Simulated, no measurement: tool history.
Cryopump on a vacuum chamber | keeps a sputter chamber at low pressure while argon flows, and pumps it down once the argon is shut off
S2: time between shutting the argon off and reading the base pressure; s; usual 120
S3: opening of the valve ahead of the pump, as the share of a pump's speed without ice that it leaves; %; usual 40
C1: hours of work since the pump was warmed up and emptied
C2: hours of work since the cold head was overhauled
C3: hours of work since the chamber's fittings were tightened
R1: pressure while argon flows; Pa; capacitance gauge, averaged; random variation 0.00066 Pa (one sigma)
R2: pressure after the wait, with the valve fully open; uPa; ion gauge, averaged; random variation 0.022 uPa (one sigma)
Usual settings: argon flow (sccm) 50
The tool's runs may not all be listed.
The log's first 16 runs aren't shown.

Run 17, hour 519.6: usual settings but S2 264 s; C1 342; C2 1509; C3 1867. Result: R1 0.1258 Pa, R2 0.82 uPa.
Run 18, hour 545.9: usual settings but argon flow (sccm) 60, S2 91 s; C1 359; C2 1526; C3 1884. Result: R1 0.1519 Pa, R2 1.18 uPa.
At hour 578.4: pump warmed up, emptied and cooled again.
Run 19, hour 599.5: usual settings but argon flow (sccm) 27, S2 66 s, S3 28 %; C1 14; C2 1558; C3 1916. Result: R1 0.087 Pa, R2 1.3 uPa.
Run 20, hour 643.3: usual settings but S2 274 s, S3 21 %; C1 43; C2 1587; C3 1945. Result: R1 0.2104 Pa, R2 0.67 uPa.
Run 21, hour 673.9: usual settings but argon flow (sccm) 24, S2 274 s, S3 56 %; C1 63; C2 1607; C3 1965. Result: R1 0.0391 Pa, R2 0.69 uPa.
Run 22, hour 710.2: usual settings but argon flow (sccm) 37, S3 39 %; C1 87; C2 1631; C3 1989. Result: R1 0.0861 Pa, R2 0.92 uPa.
Run 23, hour 730: usual settings but argon flow (sccm) 37, S2 233 s, S3 25 %; C1 100; C2 1644; C3 2002. Result: R1 0.1324 Pa, R2 0.74 uPa.
Run 24, hour 758.7: usual settings but argon flow (sccm) 37, S2 233 s, S3 25 %; C1 119; C2 1663; C3 2021. Result: R1 0.1334 Pa, R2 0.79 uPa.
Run 25, hour 797.3: usual settings but argon flow (sccm) 21, S2 210 s, S3 55 %; C1 144; C2 1688; C3 2046. Result: R1 0.0364 Pa, R2 0.8 uPa.
Run 26, hour 823.2: usual settings but argon flow (sccm) 92, S2 90 s, S3 16 %; C1 161; C2 1705; C3 2063. Result: R1 0.5134 Pa, R2 1.14 uPa.
Run 27, hour 847.4: usual settings but argon flow (sccm) 92, S2 90 s, S3 16 %; C1 177; C2 1721; C3 2079. Result: R1 0.5143 Pa, R2 1.13 uPa.
Run 28, hour 889.7: usual settings but argon flow (sccm) 77; C1 205; C2 1749; C3 2107. Result: R1 0.1822 Pa, R2 1.02 uPa.
Run 29, hour 928.2: usual settings but argon flow (sccm) 77; C1 230; C2 1774; C3 2132. Result: R1 0.1839 Pa, R2 1.03 uPa.
Run 30, hour 956.5: usual settings but argon flow (sccm) 41, S2 105 s, S3 47 %; C1 249; C2 1793; C3 2151. Result: R1 0.085 Pa, R2 1.11 uPa.
Run 31, hour 979.1: usual settings but argon flow (sccm) 21, S2 79 s, S3 32 %; C1 263; C2 1808; C3 2166. Result: R1 0.063 Pa, R2 1.31 uPa.
Run 32, hour 1023.3: usual settings but argon flow (sccm) 63, S2 243 s, S3 44 %; C1 293; C2 1837; C3 2195. Result: R1 0.1424 Pa, R2 0.88 uPa.
Run 33, hour 1055.6: usual settings but argon flow (sccm) 29, S2 99 s, S3 41 %; C1 314; C2 1858; C3 2216. Result: R1 0.0694 Pa, R2 1.21 uPa.
Run 34, hour 1097.2: usual settings but argon flow (sccm) 29, S2 99 s, S3 41 %; C1 341; C2 1885; C3 2243. Result: R1 0.0708 Pa, R2 1.19 uPa.

3 ways to go on from here, each from the tool as it stands after run 34. What would each give?
Run A, hour 1135.7: usual settings but argon flow (sccm) 33, S2 128 s, S3 41 %; C1 366; C2 1911; C3 2269. Result: R1 ?, R2 ?.
Run B, hour 1135.7: usual settings but argon flow (sccm) 25, S2 28 s; C1 366; C2 1911; C3 2269. Result: R1 ?, R2 ?.
Run C, hour 1135.7: usual settings but argon flow (sccm) 29, S2 46 s; C1 366; C2 1911; C3 2269. Result: R1 ?, R2 ?.

run      R1    R2
  A  0.0826  1.13
  B  0.0631   2.6
  C  0.0749  1.86
Without the tool's hidden state the same runs would have given:
run      R1    R2
  A  0.0709  0.58
  B  0.0542  2.04
  C  0.0645  1.31
